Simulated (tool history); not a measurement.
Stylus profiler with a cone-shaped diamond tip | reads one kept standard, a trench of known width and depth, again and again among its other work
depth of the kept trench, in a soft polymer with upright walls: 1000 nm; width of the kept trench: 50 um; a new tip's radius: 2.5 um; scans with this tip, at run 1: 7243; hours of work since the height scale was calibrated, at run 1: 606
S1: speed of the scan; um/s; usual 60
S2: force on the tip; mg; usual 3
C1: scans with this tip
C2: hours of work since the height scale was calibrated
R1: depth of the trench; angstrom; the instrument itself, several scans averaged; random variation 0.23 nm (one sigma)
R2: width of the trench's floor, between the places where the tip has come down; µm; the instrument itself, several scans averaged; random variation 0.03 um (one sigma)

| run | hour | S1 | S2 | C1 | C2 | R1 | R2 |
|---|---|---|---|---|---|---|---|
| 1 | 0 | 60 | 3 | 7243 | 606 | 10118 | 45.84 |
| 2 | 15.1 | 60 | 3 | 7331 | 614 | 10118 | 45.91 |
| 3 | 45.4 | 18 | 3 | 7509 | 629 | 10117.1 | 46.03 |
| 4 | 71.9 | 207 | 3 | 7663 | 642 | 10118.8 | 45.65 |
| 5 | 104.6 | 207 | 3 | 7855 | 658 | 10113.6 | 45.64 |
| 6 | 128.8 | 60 | 3 | 7996 | 669 | 10118.4 | 45.91 |
| 7 | 146.3 | 60 | 3 | 8099 | 678 | 10116.8 | 45.87 |
| 8 | 179.4 | 60 | 3 | 8292 | 694 | 10121.6 | 45.85 |
| 9 | 211 | 60 | 3 | 8477 | 710 | 10120.1 | 45.88 |
| 10 | 227.7 | 60 | 1.3 | 8574 | 718 | 10066.3 | 45.85 |
| 11 | 254.2 | 60 | 1.3 | 8729 | 731 | 10067.7 | 45.92 |
| 12 | 275.4 | 239 | 3 | 8853 | 741 | 10119.6 | 45.56 |
| 13 | 308.2 | 239 | 2.94 | 9045 | 757 | 10117.7 | 45.57 |
| 14 | 339.4 | 239 | 2.94 | 9227 | 772 | 10115.4 | 45.57 |
| 15 | 370.3 | 98 | 1.25 | 9408 | 788 | 10066.4 | 45.76 |
| 16 | 397.7 | 78 | 1.25 | 9568 | 801 | 10064.2 | 45.76 |
| 17 | 415.4 | 23 | 2.73 | 9671 | 810 | 10108.4 | 45.95 |
| 18 | 435.8 | 28 | 2.26 | 9791 | 820 | 10098.9 | 45.98 |
| 19 | 466.5 | 28 | 1.65 | 9970 | 835 | 10078.3 | 45.9 |
| 20 | 498.7 | 28 | 1.65 | 10159 | 850 | 10076.5 | 45.91 |
| 21 | 525.1 | 28 | 1.65 | 10313 | 863 | 10083.7 | 45.92 |
| 22 | 548.5 | 68 | 3 | 10450 | 875 | 10117.2 | 45.89 |
| 23 | 577.4 | 139 | 1.26 | 10619 | 889 | 10064.1 | 45.6 |
| 24 | 594.9 | 119 | 3.78 | 10721 | 897 | 10137.4 | 45.78 |
| 25 | 615.3 | 119 | 3.78 | 10840 | 907 | 10138.3 | 45.78 |
| 26 | 640.7 | 58 | 2.35 | 10988 | 920 | 10100.5 | 45.85 |
| 27 | 655 | 58 | 2.35 | 11072 | 927 | 10101.5 | 45.89 |

5 ways to go on from here, each from the tool as it stands after run 27. What would each give?
| A | 671.5 | 165 | 5.79 | 11169 | 935 | ? | ? |
| B | 671.5 | 68 | 2.07 | 11169 | 935 | ? | ? |
| C | 671.5 | 19 | 6.87 | 11169 | 935 | ? | ? |
| D | 671.5 | 165 | 2.35 | 11169 | 935 | ? | ? |
| E | 671.5 | 58 | 5.33 | 11169 | 935 | ? | ? |

| run | R1 | R2 |
|---|---|---|
| A | 10183.4 | 45.77 |
| B | 10088.4 | 45.85 |
| C | 10203 | 45.97 |
| D | 10101.1 | 45.64 |
| E | 10173.8 | 45.86 |
Without the tool's hidden state the same runs would have given:
| run | R1 | R2 |
|---|---|---|
| A | 10183.2 | 45.78 |
| B | 10088.3 | 45.86 |
| C | 10202.9 | 45.97 |
| D | 10101 | 45.65 |
| E | 10173.6 | 45.87 |
